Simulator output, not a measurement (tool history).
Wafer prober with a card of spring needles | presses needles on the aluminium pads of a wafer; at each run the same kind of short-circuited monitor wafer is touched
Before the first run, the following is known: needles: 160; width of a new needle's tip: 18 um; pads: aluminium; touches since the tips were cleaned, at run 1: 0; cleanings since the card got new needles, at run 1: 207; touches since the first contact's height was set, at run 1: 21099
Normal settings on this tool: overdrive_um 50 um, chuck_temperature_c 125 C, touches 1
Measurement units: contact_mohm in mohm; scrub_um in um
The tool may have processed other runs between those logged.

| run | hour | overdrive_um | chuck_temperature_c | touches | touches since the tips were cleaned | cleanings since the card got new needles | touches since the first contact's height was set | contact_mohm | scrub_um |
|---|---|---|---|---|---|---|---|---|---|
| 1 | 0.0 | 50 | 125 | 1 | 0 | 207 | 21099 | 146 | 11.16 |
|  | 14.4 | tips cleaned on abrasive film |
|  | 25.9 | tips cleaned on abrasive film |
|  | 40.3 | tips cleaned on abrasive film |
|  | 54.7 | tips cleaned on abrasive film |
|  | 66.2 | tips cleaned on abrasive film |
| 2 | 68.0 | 50 | 125 | 2 | 758 | 212 | 49298 | 147 | 11.16 |
|  | 79.6 | tips cleaned on abrasive film |
|  | 94.0 | tips cleaned on abrasive film |
|  | 108.3 | tips cleaned on abrasive film |
|  | 122.7 | tips cleaned on abrasive film |
|  | 137.1 | tips cleaned on abrasive film |
| 3 | 138.5 | 50 | 125 | 1 | 562 | 217 | 78494 | 144 | 11.19 |
|  | 150.0 | tips cleaned on abrasive film |
|  | 164.4 | tips cleaned on abrasive film |
|  | 177.3 | tips cleaned on abrasive film |
| 4 | 177.3 | 32 | 125 | 1 | 0 | 220 | 94573 | 169 | 7.16 |
|  | 191.7 | tips cleaned on abrasive film |
|  | 203.4 | height of the first contact set anew |
|  | 206.3 | tips cleaned on abrasive film |
|  | 220.7 | tips cleaned on abrasive film |
| 5 | 231.8 | 32 | 125 | 1 | 4624 | 223 | 11783 | 167 | 7.17 |
|  | 234.8 | tips cleaned on abrasive film |
|  | 249.2 | tips cleaned on abrasive film |
|  | 263.5 | tips cleaned on abrasive film |
|  | 277.9 | tips cleaned on abrasive film |
|  | 292.3 | tips cleaned on abrasive film |
|  | 306.7 | tips cleaned on abrasive film |
| 6 | 307.8 | 32 | 125 | 1 | 438 | 229 | 43242 | 169 | 7.19 |
|  | 319.3 | tips cleaned on abrasive film |
|  | 330.8 | tips cleaned on abrasive film |
|  | 345.2 | tips cleaned on abrasive film |
|  | 359.6 | tips cleaned on abrasive film |
|  | 374.0 | tips cleaned on abrasive film |
| 7 | 378.4 | 32 | 125 | 1 | 1867 | 234 | 72549 | 165 | 7.21 |
|  | 387.1 | tips cleaned on abrasive film |
|  | 401.5 | tips cleaned on abrasive film |
|  | 415.9 | tips cleaned on abrasive film |
|  | 427.9 | card fitted with new needles |
| 8 | 436.8 | 32 | 125 | 1 | 3707 | 0 | 3707 | 165 | 7.19 |
|  | 439.7 | tips cleaned on abrasive film |
|  | 454.1 | tips cleaned on abrasive film |
|  | 468.5 | tips cleaned on abrasive film |
|  | 482.9 | tips cleaned on abrasive film |
|  | 497.3 | tips cleaned on abrasive film |
| 9 | 502.9 | 32 | 125 | 1 | 2328 | 5 | 31090 | 168 | 7.19 |
|  | 511.5 | tips cleaned on abrasive film |
|  | 525.9 | tips cleaned on abrasive film |
| 10 | 533.4 | 50 | 125 | 1 | 3109 | 7 | 43744 | 148 | 11.24 |
|  | 539.2 | tips cleaned on abrasive film |
|  | 553.6 | tips cleaned on abrasive film |
|  | 568.0 | tips cleaned on abrasive film |
| 11 | 578.2 | 50 | 125 | 1 | 4272 | 10 | 62334 | 146 | 11.28 |
|  | 581.1 | tips cleaned on abrasive film |
|  | 595.5 | tips cleaned on abrasive film |
|  | 609.9 | tips cleaned on abrasive film |
|  | 621.4 | tips cleaned on abrasive film |
|  | 635.8 | tips cleaned on abrasive film |
| 12 | 636.7 | 50 | 125 | 1 | 358 | 15 | 86554 | 141 | 11.27 |
|  | 648.2 | tips cleaned on abrasive film |
|  | 662.6 | tips cleaned on abrasive film |
| 13 | 671.7 | 55 | 66 | 2 | 3776 | 17 | 101067 | 136 | 12.44 |
|  | 674.6 | tips cleaned on abrasive film |
|  | 680.6 | height of the first contact set anew |
|  | 689.3 | tips cleaned on abrasive film |
|  | 703.7 | tips cleaned on abrasive film |
|  | 718.1 | tips cleaned on abrasive film |
|  | 732.5 | tips cleaned on abrasive film |
| 14 | 743.4 | 45 | 29 | 2 | 4553 | 22 | 26028 | 135 | 10.16 |
|  | 746.3 | tips cleaned on abrasive film |
|  | 760.7 | tips cleaned on abrasive film |
|  | 775.1 | tips cleaned on abrasive film |
|  | 789.5 | tips cleaned on abrasive film |
|  | 801.0 | tips cleaned on abrasive film |
| 15 | 805.0 | 45 | 52 | 1 | 1673 | 27 | 51563 | 134 | 10.21 |
|  | 813.7 | tips cleaned on abrasive film |
|  | 825.2 | tips cleaned on abrasive film |
|  | 839.6 | tips cleaned on abrasive film |
|  | 854.0 | tips cleaned on abrasive film |
|  | 868.4 | tips cleaned on abrasive film |
| 16 | 877.9 | 60 | 33 | 2 | 3950 | 32 | 81760 | 125 | 13.63 |
|  | 880.8 | tips cleaned on abrasive film |
|  | 895.2 | tips cleaned on abrasive film |
|  | 909.6 | tips cleaned on abrasive film |
| 17 | 915.9 | 60 | 33 | 2 | 2628 | 35 | 97513 | 126 | 13.60 |
|  | 921.7 | tips cleaned on abrasive film |
|  | 933.4 | height of the first contact set anew |
|  | 936.4 | tips cleaned on abrasive film |
|  | 950.8 | tips cleaned on abrasive film |
|  | 965.2 | tips cleaned on abrasive film |
| 18 | 965.9 | 66 | 26 | 2 | 325 | 39 | 13449 | 123 | 14.96 |
|  | 977.5 | tips cleaned on abrasive film |
|  | 991.9 | tips cleaned on abrasive film |
|  | 1003.4 | tips cleaned on abrasive film |
| 19 | 1011.8 | 66 | 59 | 3 | 3508 | 42 | 32469 | 127 | 15.00 |
|  | 1017.6 | tips cleaned on abrasive film |
|  | 1029.1 | tips cleaned on abrasive film |
|  | 1043.5 | tips cleaned on abrasive film |
|  | 1057.9 | tips cleaned on abrasive film |
|  | 1072.3 | tips cleaned on abrasive film |
|  | 1086.2 | tips cleaned on abrasive film |
| 20 | 1086.2 | 37 | 56 | 1 | 0 | 48 | 63268 | 145 | 8.42 |
|  | 1100.6 | tips cleaned on abrasive film |
|  | 1114.9 | tips cleaned on abrasive film |
|  | 1129.3 | tips cleaned on abrasive film |
|  | 1143.7 | tips cleaned on abrasive film |
| 21 | 1152.7 | 37 | 34 | 3 | 3733 | 52 | 90862 | 140 | 8.39 |
|  | 1155.6 | tips cleaned on abrasive film |
|  | 1170.0 | tips cleaned on abrasive film |
|  | 1184.4 | tips cleaned on abrasive film |
|  | 1187.5 | height of the first contact set anew |
|  | 1199.1 | tips cleaned on abrasive film |
| 22 | 1202.8 | 50 | 125 | 2 | 1570 | 56 | 6342 | 149 | 11.39 |
|  | 1211.5 | tips cleaned on abrasive film |
|  | 1225.9 | tips cleaned on abrasive film |
|  | 1240.3 | tips cleaned on abrasive film |
|  | 1243.1 | gauge calibrated |
|  | 1253.0 | tips cleaned on abrasive film |
| 23 | 1253.0 | 34 | 99 | 2 | 0 | 60 | 27131 | 158 | 7.60 |
|  | 1267.4 | tips cleaned on abrasive film |
|  | 1281.8 | tips cleaned on abrasive film |
|  | 1296.2 | tips cleaned on abrasive film |
|  | 1307.7 | tips cleaned on abrasive film |
| 24 | 1313.5 | 34 | 99 | 2 | 2435 | 64 | 52235 | 155 | 7.59 |

Across each entry between runs, compare the hidden state at the last listed run before it with the hidden state at the first listed run after it:
After run 1, before run 2: tips cleaned on abrasive film (hour 14.4); tips cleaned on abrasive film (hour 25.9); tips cleaned on abrasive film (hour 40.3); tips cleaned on abrasive film (hour 54.7); tips cleaned on abrasive film (hour 66.2)
  drift of the gauge itself on scrub_um, %: 0 -> 0.12
  measured result minus the result with no hidden state, scrub_um: +0.00 -> +0.01 um
After run 2, before run 3: tips cleaned on abrasive film (hour 79.6); tips cleaned on abrasive film (hour 94.0); tips cleaned on abrasive film (hour 108.3); tips cleaned on abrasive film (hour 122.7); tips cleaned on abrasive film (hour 137.1)
  drift of the gauge itself on scrub_um, %: 0.12 -> 0.24
  measured result minus the result with no hidden state, scrub_um: +0.01 -> +0.03 um
After run 3, before run 4: tips cleaned on abrasive film (hour 150.0); tips cleaned on abrasive film (hour 164.4); tips cleaned on abrasive film (hour 177.3)
  drift of the gauge itself on scrub_um, %: 0.24 -> 0.3
  measured result minus the result with no hidden state, scrub_um: +0.03 -> +0.02 um
After run 4, before run 5: tips cleaned on abrasive film (hour 191.7); height of the first contact set anew (hour 203.4); tips cleaned on abrasive film (hour 206.3); tips cleaned on abrasive film (hour 220.7)
  debris on the tips, nm: 0 -> 0.1; drift of the gauge itself on scrub_um, %: 0.3 -> 0.4
  measured result minus the result with no hidden state, scrub_um: +0.02 -> +0.03 um
After run 5, before run 6: tips cleaned on abrasive film (hour 234.8); tips cleaned on abrasive film (hour 249.2); tips cleaned on abrasive film (hour 263.5); tips cleaned on abrasive film (hour 277.9); tips cleaned on abrasive film (hour 292.3); tips cleaned on abrasive film (hour 306.7)
  debris on the tips, nm: 0.1 -> 0; drift of the gauge itself on scrub_um, %: 0.4 -> 0.53
  measured result minus the result with no hidden state, scrub_um: +0.03 -> +0.03 um
After run 6, before run 7: tips cleaned on abrasive film (hour 319.3); tips cleaned on abrasive film (hour 330.8); tips cleaned on abrasive film (hour 345.2); tips cleaned on abrasive film (hour 359.6); tips cleaned on abrasive film (hour 374.0)
  debris on the tips, nm: 0 -> 0.1; drift of the gauge itself on scrub_um, %: 0.53 -> 0.65
  measured result minus the result with no hidden state, scrub_um: +0.03 -> +0.05 um
After run 7, before run 8: tips cleaned on abrasive film (hour 387.1); tips cleaned on abrasive film (hour 401.5); tips cleaned on abrasive film (hour 415.9); card fitted with new needles (hour 427.9)
  drift of the gauge itself on scrub_um, %: 0.65 -> 0.73
  measured result minus the result with no hidden state, scrub_um: +0.05 -> +0.05 um
After run 8, before run 9: tips cleaned on abrasive film (hour 439.7); tips cleaned on abrasive film (hour 454.1); tips cleaned on abrasive film (hour 468.5); tips cleaned on abrasive film (hour 482.9); tips cleaned on abrasive film (hour 497.3)
  drift of the gauge itself on scrub_um, %: 0.73 -> 0.84
  measured result minus the result with no hidden state, scrub_um: +0.05 -> +0.06 um
After run 9, before run 10: tips cleaned on abrasive film (hour 511.5); tips cleaned on abrasive film (hour 525.9)
  drift of the gauge itself on scrub_um, %: 0.84 -> 0.89
  measured result minus the result with no hidden state, scrub_um: +0.06 -> +0.09 um
After run 10, before run 11: tips cleaned on abrasive film (hour 539.2); tips cleaned on abrasive film (hour 553.6); tips cleaned on abrasive film (hour 568.0)
  drift of the gauge itself on scrub_um, %: 0.89 -> 0.97
  measured result minus the result with no hidden state, scrub_um: +0.09 -> +0.10 um
After run 11, before run 12: tips cleaned on abrasive film (hour 581.1); tips cleaned on abrasive film (hour 595.5); tips cleaned on abrasive film (hour 609.9); tips cleaned on abrasive film (hour 621.4); tips cleaned on abrasive film (hour 635.8)
  debris on the tips, nm: 0.1 -> 0; drift of the gauge itself on scrub_um, %: 0.97 -> 1.07
  measured result minus the result with no hidden state, scrub_um: +0.10 -> +0.12 um
After run 12, before run 13: tips cleaned on abrasive film (hour 648.2); tips cleaned on abrasive film (hour 662.6)
  debris on the tips, nm: 0 -> 0.1; drift of the gauge itself on scrub_um, %: 1.07 -> 1.13
  measured result minus the result with no hidden state, scrub_um: +0.12 -> +0.14 um
After run 13, before run 14: tips cleaned on abrasive film (hour 674.6); height of the first contact set anew (hour 680.6); tips cleaned on abrasive film (hour 689.3); tips cleaned on abrasive film (hour 703.7); tips cleaned on abrasive film (hour 718.1); tips cleaned on abrasive film (hour 732.5)
  drift of the gauge itself on scrub_um, %: 1.13 -> 1.25
  measured result minus the result with no hidden state, scrub_um: +0.14 -> +0.13 um
After run 14, before run 15: tips cleaned on abrasive film (hour 746.3); tips cleaned on abrasive film (hour 760.7); tips cleaned on abrasive film (hour 775.1); tips cleaned on abrasive film (hour 789.5); tips cleaned on abrasive film (hour 801.0)
  drift of the gauge itself on scrub_um, %: 1.25 -> 1.36
  measured result minus the result with no hidden state, scrub_um: +0.13 -> +0.14 um
After run 15, before run 16: tips cleaned on abrasive film (hour 813.7); tips cleaned on abrasive film (hour 825.2); tips cleaned on abrasive film (hour 839.6); tips cleaned on abrasive film (hour 854.0); tips cleaned on abrasive film (hour 868.4)
  drift of the gauge itself on scrub_um, %: 1.36 -> 1.48
  measured result minus the result with no hidden state, scrub_um: +0.14 -> +0.20 um
After run 16, before run 17: tips cleaned on abrasive film (hour 880.8); tips cleaned on abrasive film (hour 895.2); tips cleaned on abrasive film (hour 909.6)
  drift of the gauge itself on scrub_um, %: 1.48 -> 1.54
  measured result minus the result with no hidden state, scrub_um: +0.20 -> +0.21 um
After run 17, before run 18: tips cleaned on abrasive film (hour 921.7); height of the first contact set anew (hour 933.4); tips cleaned on abrasive film (hour 936.4); tips cleaned on abrasive film (hour 950.8); tips cleaned on abrasive film (hour 965.2)
  debris on the tips, nm: 0.1 -> 0; drift of the gauge itself on scrub_um, %: 1.54 -> 1.63
  measured result minus the result with no hidden state, scrub_um: +0.21 -> +0.24 um
After run 18, before run 19: tips cleaned on abrasive film (hour 977.5); tips cleaned on abrasive film (hour 991.9); tips cleaned on abrasive film (hour 1003.4)
  debris on the tips, nm: 0 -> 0.1; drift of the gauge itself on scrub_um, %: 1.63 -> 1.71
  measured result minus the result with no hidden state, scrub_um: +0.24 -> +0.25 um
After run 19, before run 20: tips cleaned on abrasive film (hour 1017.6); tips cleaned on abrasive film (hour 1029.1); tips cleaned on abrasive film (hour 1043.5); tips cleaned on abrasive film (hour 1057.9); tips cleaned on abrasive film (hour 1072.3); tips cleaned on abrasive film (hour 1086.2)
  debris on the tips, nm: 0.1 -> 0; drift of the gauge itself on scrub_um, %: 1.71 -> 1.84
  measured result minus the result with no hidden state, scrub_um: +0.25 -> +0.15 um
After run 20, before run 21: tips cleaned on abrasive film (hour 1100.6); tips cleaned on abrasive film (hour 1114.9); tips cleaned on abrasive film (hour 1129.3); tips cleaned on abrasive film (hour 1143.7)
  debris on the tips, nm: 0 -> 0.1; drift of the gauge itself on scrub_um, %: 1.84 -> 1.95
  measured result minus the result with no hidden state, scrub_um: +0.15 -> +0.16 um
After run 21, before run 22: tips cleaned on abrasive film (hour 1155.6); tips cleaned on abrasive film (hour 1170.0); tips cleaned on abrasive film (hour 1184.4); height of the first contact set anew (hour 1187.5); tips cleaned on abrasive film (hour 1199.1)
  drift of the gauge itself on scrub_um, %: 1.95 -> 2.03
  measured result minus the result with no hidden state, scrub_um: +0.16 -> +0.22 um
After run 22, before run 23: tips cleaned on abrasive film (hour 1211.5); tips cleaned on abrasive film (hour 1225.9); tips cleaned on abrasive film (hour 1240.3); gauge calibrated (hour 1243.1); tips cleaned on abrasive film (hour 1253.0)
  debris on the tips, nm: 0.1 -> 0; drift of the gauge itself on scrub_um, %: 2.03 -> 0.02
  measured result minus the result with no hidden state, scrub_um: +0.22 -> +0.00 um
After run 23, before run 24: tips cleaned on abrasive film (hour 1267.4); tips cleaned on abrasive film (hour 1281.8); tips cleaned on abrasive film (hour 1296.2); tips cleaned on abrasive film (hour 1307.7)
  debris on the tips, nm: 0 -> 0.1; drift of the gauge itself on scrub_um, %: 0.02 -> 0.12
  measured result minus the result with no hidden state, scrub_um: +0.00 -> +0.01 um

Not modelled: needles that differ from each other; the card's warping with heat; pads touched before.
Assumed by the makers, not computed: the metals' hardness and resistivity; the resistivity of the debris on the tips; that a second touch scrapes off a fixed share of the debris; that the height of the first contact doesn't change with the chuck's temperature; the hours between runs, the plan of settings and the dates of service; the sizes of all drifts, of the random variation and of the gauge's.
